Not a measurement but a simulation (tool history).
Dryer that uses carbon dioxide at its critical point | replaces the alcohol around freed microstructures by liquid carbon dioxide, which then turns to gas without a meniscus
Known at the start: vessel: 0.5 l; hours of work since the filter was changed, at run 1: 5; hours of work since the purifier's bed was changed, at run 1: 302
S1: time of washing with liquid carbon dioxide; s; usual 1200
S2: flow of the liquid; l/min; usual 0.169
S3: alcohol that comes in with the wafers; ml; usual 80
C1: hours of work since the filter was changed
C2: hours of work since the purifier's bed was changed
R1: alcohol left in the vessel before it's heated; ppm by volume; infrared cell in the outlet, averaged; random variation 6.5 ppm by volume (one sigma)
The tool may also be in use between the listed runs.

run	hour	S1	S2	S3	C1	C2	R1
1	0	1200	0.169	80	5	302	350
2	22.6	1200	0.169	80	19	316	378
3	48.9	1200	0.169	80	35	332	382
4	60.8	1200	0.169	80	43	339	389
5	78.6	1200	0.169	26	54	350	189
6	100.6	1200	0.169	26	67	363	207
7	127.6	1200	0.169	80	84	380	403
8	148.9	1200	0.169	80	97	393	423
9	168.4	1200	0.209	80	109	405	178
10	193.3	1200	0.169	80	124	420	437
11	211.3	1200	0.169	80	135	431	450
12	230.6	1200	0.169	80	147	443	446
13	246	1200	0.169	80	156	453	452
14	264.4	1200	0.169	80	167	464	458
15	289.2	1200	0.169	80	183	479	480
16	303.1	1200	0.169	80	191	488	488
17	320	1200	0.169	80	202	498	488
18	340.6	1200	0.169	80	214	511	500
19	369.4	1200	0.169	80	232	528	513
20	391	1200	0.169	80	245	541	499
21	407.7	1200	0.169	80	255	552	524
22	430.2	1200	0.169	80	269	566	535
23	442.6	1200	0.169	80	277	573	549
24	468.6	1200	0.169	32	293	589	329
25	488.4	1200	0.169	32	305	601	314
# hour 497: inlet filter changed
26	508.3	1200	0.159	32	7	613	339
27	529	1200	0.169	26	20	625	265
28	555.3	1200	0.169	26	36	642	280
29	575.3	1200	0.169	26	48	654	278
30	601.1	1200	0.169	26	64	670	286
31	624.5	960	0.147	34	78	684	1080
32	639.4	960	0.147	34	87	693	1131
33	662.9	960	0.147	34	102	708	1147
34	681.7	960	0.105	34	113	719	3573
35	706.9	1200	0.151	92	129	735	979
36	734.7	960	0.191	115	146	752	1039
37	757.5	1560	0.163	86	160	766	291
38	777.6	1500	0.284	65	172	778	219
39	793.4	1500	0.284	65	182	788	224
40	809.5	1500	0.284	65	192	797	225
41	825	1500	0.284	65	201	807	229
42	847.1	780	0.284	35	215	821	311
43	865.9	1140	0.169	61	226	832	632

Forecast each of these 3 alternatives for the next run:
A	892.6	1200	0.169	73	243	848	?
B	892.6	1140	0.257	113	243	848	?
C	892.6	960	0.123	25	243	848	?

run	R1
A	605
B	264
C	1810
Without the tool's hidden state the same runs would have given:
run	R1
A	274
B	20
C	1331
